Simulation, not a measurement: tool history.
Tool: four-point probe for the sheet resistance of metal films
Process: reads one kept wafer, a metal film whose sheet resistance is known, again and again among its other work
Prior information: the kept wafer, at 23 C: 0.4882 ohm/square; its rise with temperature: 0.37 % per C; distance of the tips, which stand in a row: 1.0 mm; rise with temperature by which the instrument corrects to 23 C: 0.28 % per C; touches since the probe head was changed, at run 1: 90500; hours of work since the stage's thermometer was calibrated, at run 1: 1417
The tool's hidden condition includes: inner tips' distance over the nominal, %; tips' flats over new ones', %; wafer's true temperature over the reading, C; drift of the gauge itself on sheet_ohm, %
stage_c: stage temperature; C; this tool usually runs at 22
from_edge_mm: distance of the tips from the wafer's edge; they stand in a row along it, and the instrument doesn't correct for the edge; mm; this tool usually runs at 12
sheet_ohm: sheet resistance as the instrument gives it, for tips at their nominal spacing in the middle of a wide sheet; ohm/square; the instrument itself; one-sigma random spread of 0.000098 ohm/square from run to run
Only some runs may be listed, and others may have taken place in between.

run   hour  stage_c  from_edge_mm  touches since the probe head was changed  hours of work since the stage's thermometer was calibrated  sheet_ohm
  1    0.0       22            12                                     90500                                                        1417   0.486220
  2   58.5       22            12                                     92487                                                        1447   0.486096
  3  123.1       22             4                                     94680                                                        1479   0.500059
  4  192.9       22            10                                     97049                                                        1514   0.486763
  5  260.2       20            10                                     99337                                                        1548   0.485687
  6  326.5       20            10                                    101585                                                        1582   0.485543
  7  367.1       20            10                                    102966                                                        1602   0.485582
     374.0  -- stage's thermometer calibrated
  8  432.9       20            10                                    105181                                                          30   0.485030
  9  469.6       28             5                                    106428                                                          48   0.496275
     528.7  -- stage's thermometer calibrated, once more
 10  528.7       19            37                                    108417                                                           0   0.483210
 11  567.0       19            37                                    109717                                                          19   0.483309
 12  622.9       20            60                                    111618                                                          47   0.483572

For each entry between runs, how does the tool's hidden state at the last listed run before it compare with that at the first listed run after it?
Runs 7 to 8: stage's thermometer calibrated (hour 374.0)
  inner tips' distance over the nominal, %: -0.609 -> -0.626; wafer's true temperature over the reading, C: -0.41 -> -0.63
  difference, measured minus the result without the unlogged condition, sheet_ohm: -0.003966 -> -0.004448 ohm/square
Runs 9 to 10: stage's thermometer calibrated, once more (hour 528.7)
  inner tips' distance over the nominal, %: -0.635 -> -0.651; wafer's true temperature over the reading, C: -0.64 -> 0.04
  difference, measured minus the result without the unlogged condition, sheet_ohm: -0.004571 -> -0.003345 ohm/square

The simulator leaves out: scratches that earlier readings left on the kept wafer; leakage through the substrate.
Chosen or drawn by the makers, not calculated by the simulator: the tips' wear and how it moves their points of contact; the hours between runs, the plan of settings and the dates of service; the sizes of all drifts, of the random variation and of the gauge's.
